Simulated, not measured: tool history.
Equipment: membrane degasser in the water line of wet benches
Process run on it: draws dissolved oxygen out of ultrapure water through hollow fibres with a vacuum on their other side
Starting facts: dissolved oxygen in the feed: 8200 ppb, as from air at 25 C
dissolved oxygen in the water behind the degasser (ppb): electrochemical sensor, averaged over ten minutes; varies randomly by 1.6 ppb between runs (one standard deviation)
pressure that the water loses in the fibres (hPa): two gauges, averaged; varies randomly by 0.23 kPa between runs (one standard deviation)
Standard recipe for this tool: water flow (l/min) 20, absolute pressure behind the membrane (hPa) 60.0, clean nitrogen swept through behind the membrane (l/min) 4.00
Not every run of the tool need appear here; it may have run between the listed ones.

| run | hour | water flow (l/min) | absolute pressure behind the membrane (hPa) | clean nitrogen swept through behind the membrane (l/min) | dissolved oxygen in the water behind the degasser (ppb) | pressure that the water loses in the fibres (hPa) |
|---|---|---|---|---|---|---|
| 1 | 0.0 | 20 | 60.0 | 4.00 | 164.5 | 592.7 |
| 2 | 112.7 | 17 | 60.0 | 4.00 | 121.3 | 505.6 |
| 3 | 240.5 | 17 | 95.3 | 4.00 | 156.3 | 498.5 |
| 4 | 319.0 | 20 | 60.0 | 4.00 | 165.5 | 588.9 |
| 5 | 395.4 | 20 | 60.0 | 4.00 | 163.3 | 592.9 |
| 6 | 501.8 | 17 | 60.0 | 4.00 | 121.6 | 499.4 |
| 7 | 582.6 | 20 | 60.0 | 7.40 | 148.4 | 594.4 |
| 8 | 673.3 | 20 | 60.0 | 4.00 | 165.0 | 589.6 |
| 9 | 726.6 | 20 | 60.0 | 4.00 | 164.8 | 596.6 |
| 10 | 830.7 | 20 | 60.0 | 4.00 | 160.9 | 591.3 |
| 11 | 945.0 | 20 | 60.0 | 3.23 | 175.0 | 593.6 |
| 12 | 1044.0 | 20 | 60.0 | 4.00 | 160.0 | 589.0 |
|  | 1052.3 | vacuum gauge calibrated |
| 13 | 1128.4 | 20 | 60.0 | 4.00 | 167.9 | 594.0 |
| 14 | 1203.6 | 20 | 60.0 | 2.87 | 181.4 | 590.9 |
| 15 | 1284.4 | 20 | 60.0 | 4.00 | 167.3 | 593.3 |
| 16 | 1341.2 | 20 | 60.0 | 1.82 | 207.5 | 593.6 |
| 17 | 1418.5 | 30 | 55.6 | 6.24 | 304.9 | 890.4 |
| 18 | 1472.4 | 17 | 53.5 | 4.00 | 116.5 | 504.1 |
|  | 1553.2 | vacuum gauge calibrated, once more |
| 19 | 1553.2 | 17 | 53.5 | 4.00 | 112.8 | 505.5 |
| 20 | 1618.5 | 17 | 53.5 | 4.00 | 113.4 | 503.0 |
| 21 | 1691.9 | 22 | 54.1 | 4.30 | 185.1 | 651.9 |
| 22 | 1771.4 | 18 | 120.5 | 2.09 | 277.9 | 533.3 |
| 23 | 1831.5 | 14 | 141.6 | 3.41 | 166.0 | 415.2 |
| 24 | 1954.0 | 20 | 47.1 | 5.37 | 148.0 | 592.2 |
| 25 | 2011.9 | 13 | 47.1 | 4.70 | 59.4 | 386.9 |
| 26 | 2091.8 | 20 | 86.3 | 4.00 | 193.8 | 589.3 |
| 27 | 2165.3 | 18 | 86.3 | 2.20 | 206.7 | 534.0 |
| 28 | 2274.1 | 18 | 60.0 | 2.91 | 147.2 | 536.6 |
| 29 | 2347.8 | 31 | 137.0 | 4.70 | 445.5 | 924.4 |
| 30 | 2458.0 | 31 | 137.0 | 4.70 | 445.1 | 918.6 |
| 31 | 2584.4 | 31 | 137.0 | 3.66 | 486.9 | 920.1 |
| 32 | 2671.8 | 15 | 55.4 | 4.07 | 92.1 | 446.1 |

Consider 4 possible next runs. They are alternatives, not a sequence: every one starts from the tool as it was left by run 32. What does each give?
| A | 2794.7 | 20 | 84.0 | 4.00 | ? | ? |
| B | 2794.7 | 14 | 60.0 | 4.00 | ? | ? |
| C | 2794.7 | 13 | 55.4 | 7.71 | ? | ? |
| D | 2794.7 | 15 | 55.4 | 1.75 | ? | ? |

| run | dissolved oxygen in the water behind the degasser (ppb) | pressure that the water loses in the fibres (hPa) |
|---|---|---|
| A | 194.6 | 595.3 |
| B | 84.2 | 416.0 |
| C | 59.9 | 387.1 |
| D | 119.8 | 450.2 |
The same runs, with their run-to-run variation unchanged, on a tool lacking any hidden condition would have given:
| run | dissolved oxygen in the water behind the degasser (ppb) | pressure that the water loses in the fibres (hPa) |
|---|---|---|
| A | 184.8 | 585.7 |
| B | 78.8 | 409.2 |
| C | 55.5 | 380.8 |
| D | 113.0 | 443.0 |
